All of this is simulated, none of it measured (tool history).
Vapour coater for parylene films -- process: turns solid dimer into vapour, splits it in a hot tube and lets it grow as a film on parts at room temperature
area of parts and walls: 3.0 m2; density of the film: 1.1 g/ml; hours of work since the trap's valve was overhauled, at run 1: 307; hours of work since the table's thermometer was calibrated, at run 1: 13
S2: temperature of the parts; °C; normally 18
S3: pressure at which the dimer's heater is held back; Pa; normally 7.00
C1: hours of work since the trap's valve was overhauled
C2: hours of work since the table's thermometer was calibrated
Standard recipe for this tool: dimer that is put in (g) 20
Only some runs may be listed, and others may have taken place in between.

run 1 hour=0.0 | dimer_that_is_put_in_(g)=20 S2=18 S3=7.00 | C1=307 C2=13 | thickness_of_the_film_(nm)=3940
run 2 hour=10.3 | dimer_that_is_put_in_(g)=20 S2=18 S3=7.00 | C1=314 C2=20 | thickness_of_the_film_(nm)=3900
run 3 hour=35.6 | dimer_that_is_put_in_(g)=20 S2=18 S3=7.00 | C1=331 C2=37 | thickness_of_the_film_(nm)=3980
run 4 hour=51.8 | dimer_that_is_put_in_(g)=20 S2=18 S3=7.00 | C1=342 C2=48 | thickness_of_the_film_(nm)=3910
run 5 hour=63.6 | dimer_that_is_put_in_(g)=20 S2=18 S3=7.00 | C1=350 C2=56 | thickness_of_the_film_(nm)=3890
run 6 hour=74.6 | dimer_that_is_put_in_(g)=11 S2=18 S3=7.00 | C1=357 C2=63 | thickness_of_the_film_(nm)=2090
run 7 hour=85.4 | dimer_that_is_put_in_(g)=10 S2=18 S3=7.00 | C1=364 C2=70 | thickness_of_the_film_(nm)=1950
run 8 hour=106.2 | dimer_that_is_put_in_(g)=10 S2=18 S3=7.00 | C1=378 C2=84 | thickness_of_the_film_(nm)=1840
run 9 hour=123.6 | dimer_that_is_put_in_(g)=20 S2=18 S3=7.00 | C1=390 C2=96 | thickness_of_the_film_(nm)=3830
-- hour=141.7 trap's valve overhauled
run 10 hour=151.1 | dimer_that_is_put_in_(g)=20 S2=18 S3=3.43 | C1=6 C2=111 | thickness_of_the_film_(nm)=5010
run 11 hour=172.3 | dimer_that_is_put_in_(g)=29 S2=18 S3=7.00 | C1=20 C2=126 | thickness_of_the_film_(nm)=6480
run 12 hour=190.3 | dimer_that_is_put_in_(g)=29 S2=18 S3=7.00 | C1=32 C2=138 | thickness_of_the_film_(nm)=6440
run 13 hour=210.0 | dimer_that_is_put_in_(g)=29 S2=18 S3=7.00 | C1=46 C2=151 | thickness_of_the_film_(nm)=6400
run 14 hour=228.9 | dimer_that_is_put_in_(g)=29 S2=18 S3=7.00 | C1=58 C2=163 | thickness_of_the_film_(nm)=6390
run 15 hour=243.8 | dimer_that_is_put_in_(g)=20 S2=18 S3=7.00 | C1=68 C2=173 | thickness_of_the_film_(nm)=4380
run 16 hour=258.6 | dimer_that_is_put_in_(g)=20 S2=18 S3=3.27 | C1=78 C2=183 | thickness_of_the_film_(nm)=4980
run 17 hour=276.0 | dimer_that_is_put_in_(g)=20 S2=22 S3=7.00 | C1=90 C2=195 | thickness_of_the_film_(nm)=3700
run 18 hour=295.9 | dimer_that_is_put_in_(g)=20 S2=22 S3=7.00 | C1=103 C2=208 | thickness_of_the_film_(nm)=3770
run 19 hour=314.8 | dimer_that_is_put_in_(g)=20 S2=22 S3=7.00 | C1=115 C2=221 | thickness_of_the_film_(nm)=3730
run 20 hour=338.5 | dimer_that_is_put_in_(g)=20 S2=22 S3=11.24 | C1=131 C2=236 | thickness_of_the_film_(nm)=3410
run 21 hour=350.4 | dimer_that_is_put_in_(g)=20 S2=22 S3=11.24 | C1=139 C2=244 | thickness_of_the_film_(nm)=3440
run 22 hour=361.7 | dimer_that_is_put_in_(g)=20 S2=22 S3=11.24 | C1=147 C2=252 | thickness_of_the_film_(nm)=3410
run 23 hour=378.9 | dimer_that_is_put_in_(g)=20 S2=18 S3=7.00 | C1=158 C2=263 | thickness_of_the_film_(nm)=4300
run 24 hour=391.3 | dimer_that_is_put_in_(g)=20 S2=14 S3=7.00 | C1=166 C2=272 | thickness_of_the_film_(nm)=4860
run 25 hour=407.8 | dimer_that_is_put_in_(g)=20 S2=14 S3=7.00 | C1=177 C2=283 | thickness_of_the_film_(nm)=4820
run 26 hour=431.0 | dimer_that_is_put_in_(g)=20 S2=14 S3=7.00 | C1=193 C2=298 | thickness_of_the_film_(nm)=4800
run 27 hour=451.5 | dimer_that_is_put_in_(g)=20 S2=14 S3=7.00 | C1=207 C2=312 | thickness_of_the_film_(nm)=4790
run 28 hour=469.4 | dimer_that_is_put_in_(g)=29 S2=11 S3=2.76 | C1=218 C2=324 | thickness_of_the_film_(nm)=7900
run 29 hour=482.7 | dimer_that_is_put_in_(g)=26 S2=18 S3=8.38 | C1=227 C2=333 | thickness_of_the_film_(nm)=5240
run 30 hour=498.6 | dimer_that_is_put_in_(g)=26 S2=18 S3=8.38 | C1=238 C2=343 | thickness_of_the_film_(nm)=5220
run 31 hour=516.3 | dimer_that_is_put_in_(g)=20 S2=12 S3=8.05 | C1=250 C2=355 | thickness_of_the_film_(nm)=4940
run 32 hour=531.5 | dimer_that_is_put_in_(g)=20 S2=12 S3=8.05 | C1=260 C2=365 | thickness_of_the_film_(nm)=4910
run 33 hour=556.8 | dimer_that_is_put_in_(g)=30 S2=18 S3=2.94 | C1=277 C2=382 | thickness_of_the_film_(nm)=7110
run 34 hour=574.5 | dimer_that_is_put_in_(g)=13 S2=14 S3=7.00 | C1=289 C2=394 | thickness_of_the_film_(nm)=3040
run 35 hour=595.3 | dimer_that_is_put_in_(g)=13 S2=13 S3=5.97 | C1=302 C2=408 | thickness_of_the_film_(nm)=3190
run 36 hour=613.5 | dimer_that_is_put_in_(g)=13 S2=13 S3=5.97 | C1=315 C2=420 | thickness_of_the_film_(nm)=3200
run 37 hour=637.7 | dimer_that_is_put_in_(g)=29 S2=14 S3=3.43 | C1=331 C2=436 | thickness_of_the_film_(nm)=7490
run 38 hour=662.0 | dimer_that_is_put_in_(g)=20 S2=18 S3=9.86 | C1=347 C2=452 | thickness_of_the_film_(nm)=3760
run 39 hour=677.3 | dimer_that_is_put_in_(g)=20 S2=19 S3=2.08 | C1=357 C2=462 | thickness_of_the_film_(nm)=4630
run 40 hour=693.3 | dimer_that_is_put_in_(g)=31 S2=26 S3=8.74 | C1=368 C2=473 | thickness_of_the_film_(nm)=4490
run 41 hour=718.0 | dimer_that_is_put_in_(g)=31 S2=26 S3=2.01 | C1=384 C2=489 | thickness_of_the_film_(nm)=5650
run 42 hour=730.9 | dimer_that_is_put_in_(g)=31 S2=26 S3=2.01 | C1=393 C2=498 | thickness_of_the_film_(nm)=5770
-- hour=743.9 trap's valve overhauled
run 43 hour=748.8 | dimer_that_is_put_in_(g)=20 S2=18 S3=2.05 | C1=3 C2=507 | thickness_of_the_film_(nm)=5590
run 44 hour=772.3 | dimer_that_is_put_in_(g)=26 S2=18 S3=11.49 | C1=19 C2=523 | thickness_of_the_film_(nm)=5370
run 45 hour=789.7 | dimer_that_is_put_in_(g)=34 S2=19 S3=11.49 | C1=31 C2=535 | thickness_of_the_film_(nm)=6780
run 46 hour=810.5 | dimer_that_is_put_in_(g)=11 S2=14 S3=7.00 | C1=44 C2=549 | thickness_of_the_film_(nm)=2850
run 47 hour=829.6 | dimer_that_is_put_in_(g)=36 S2=14 S3=7.00 | C1=57 C2=561 | thickness_of_the_film_(nm)=9060

What if the next run were any one of these 4? Each begins from the tool's condition after run 47:
run A hour=845.5 | dimer_that_is_put_in_(g)=20 S2=25 S3=7.00 | C1=68 C2=572 | thickness_of_the_film_(nm)=?
run B hour=845.5 | dimer_that_is_put_in_(g)=13 S2=17 S3=5.94 | C1=68 C2=572 | thickness_of_the_film_(nm)=?
run C hour=845.5 | dimer_that_is_put_in_(g)=31 S2=18 S3=2.18 | C1=68 C2=572 | thickness_of_the_film_(nm)=?
run D hour=845.5 | dimer_that_is_put_in_(g)=36 S2=14 S3=3.51 | C1=68 C2=572 | thickness_of_the_film_(nm)=?

run=A thickness_of_the_film_(nm)=3470
run=B thickness_of_the_film_(nm)=3060
run=C thickness_of_the_film_(nm)=8260
run=D thickness_of_the_film_(nm)=10050
Without the tool's hidden state the same runs would have given:
run=A thickness_of_the_film_(nm)=3470
run=B thickness_of_the_film_(nm)=3070
run=C thickness_of_the_film_(nm)=8280
run=D thickness_of_the_film_(nm)=10080
